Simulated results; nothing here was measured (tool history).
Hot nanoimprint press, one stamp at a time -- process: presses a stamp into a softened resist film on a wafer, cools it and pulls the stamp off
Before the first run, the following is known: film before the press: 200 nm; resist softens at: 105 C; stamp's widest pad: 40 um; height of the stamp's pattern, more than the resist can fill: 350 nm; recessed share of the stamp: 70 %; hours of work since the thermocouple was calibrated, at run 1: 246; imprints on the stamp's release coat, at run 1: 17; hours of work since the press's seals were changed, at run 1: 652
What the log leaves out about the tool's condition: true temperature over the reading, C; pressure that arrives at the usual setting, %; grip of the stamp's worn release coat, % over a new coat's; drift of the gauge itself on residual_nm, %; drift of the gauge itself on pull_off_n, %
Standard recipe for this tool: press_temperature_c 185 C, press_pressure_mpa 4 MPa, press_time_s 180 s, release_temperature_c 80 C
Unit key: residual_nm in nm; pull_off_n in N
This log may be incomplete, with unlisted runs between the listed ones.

| run | hour | press_temperature_c | press_pressure_mpa | press_time_s | release_temperature_c | hours of work since the thermocouple was calibrated | imprints on the stamp's release coat | hours of work since the press's seals were changed | residual_nm | pull_off_n |
|---|---|---|---|---|---|---|---|---|---|---|
| 1 | 0.0 | 185 | 4 | 180 | 80 | 246 | 17 | 652 | 85.7 | 107.1 |
| 2 | 28.8 | 185 | 4 | 180 | 80 | 268 | 188 | 674 | 86.1 | 109.0 |
| 3 | 48.4 | 185 | 4 | 180 | 80 | 283 | 304 | 689 | 85.0 | 109.6 |
| 4 | 72.6 | 185 | 4 | 180 | 80 | 302 | 447 | 708 | 84.1 | 110.7 |
|  | 89.8 | stamp cleaned and given a new release coat |
| 5 | 92.9 | 185 | 4 | 180 | 76 | 313 | 19 | 719 | 84.2 | 111.6 |
| 6 | 116.8 | 185 | 4 | 180 | 76 | 331 | 160 | 737 | 85.2 | 113.0 |
|  | 131.9 | press's hydraulic seals changed and the load cell set to zero |
| 7 | 139.2 | 185 | 4 | 242 | 80 | 342 | 245 | 6 | 71.9 | 109.7 |

Run 8 comes next. What will it give?
| 8 | 163.9 | 185 | 4 | 242 | 69 | 361 | 392 | 25 | ? | ? |

residual_nm: 72.5 nm
pull_off_n: 123.9 N
The same run, on a tool lacking any hidden state, would have yielded residual_nm 77.9 nm, pull_off_n 122.4 N.
